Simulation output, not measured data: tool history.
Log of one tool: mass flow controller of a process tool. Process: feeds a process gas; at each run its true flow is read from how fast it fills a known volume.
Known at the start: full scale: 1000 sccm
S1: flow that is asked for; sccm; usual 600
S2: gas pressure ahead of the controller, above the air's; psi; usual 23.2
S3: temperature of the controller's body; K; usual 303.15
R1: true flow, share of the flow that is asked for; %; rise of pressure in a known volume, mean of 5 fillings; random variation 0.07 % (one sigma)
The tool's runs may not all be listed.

run 1 day=0.000 | S1=600 S2=23.2 S3=303.15 | R1=99.06
run 2 day=3.358 | S1=600 S2=23.2 S3=303.15 | R1=99.10
run 3 day=5.933 | S1=600 S2=23.2 S3=303.15 | R1=99.02
run 4 day=9.317 | S1=600 S2=23.2 S3=303.15 | R1=99.18
run 5 day=12.929 | S1=600 S2=23.2 S3=294.15 | R1=99.29
run 6 day=15.812 | S1=600 S2=23.2 S3=294.15 | R1=99.21
run 7 day=20.617 | S1=600 S2=20.7 S3=294.15 | R1=99.22
run 8 day=24.458 | S1=600 S2=20.7 S3=294.15 | R1=99.13
run 9 day=27.171 | S1=600 S2=20.7 S3=294.15 | R1=99.15
run 10 day=31.529 | S1=600 S2=28.7 S3=294.15 | R1=99.35
run 11 day=34.058 | S1=600 S2=28.7 S3=294.15 | R1=99.28
run 12 day=38.525 | S1=600 S2=28.7 S3=294.15 | R1=99.30
run 13 day=42.679 | S1=600 S2=28.7 S3=294.15 | R1=99.20
run 14 day=45.629 | S1=600 S2=27.6 S3=299.15 | R1=99.04
run 15 day=50.079 | S1=600 S2=27.6 S3=299.15 | R1=99.08

The next listed run, before its measurement:
run 16 day=53.217 | S1=198 S2=23.9 S3=298.15 | R1=?

{"run 16": {"R1": 98.57}}
Without the tool's hidden state the same run would have given R1 98.63 %.

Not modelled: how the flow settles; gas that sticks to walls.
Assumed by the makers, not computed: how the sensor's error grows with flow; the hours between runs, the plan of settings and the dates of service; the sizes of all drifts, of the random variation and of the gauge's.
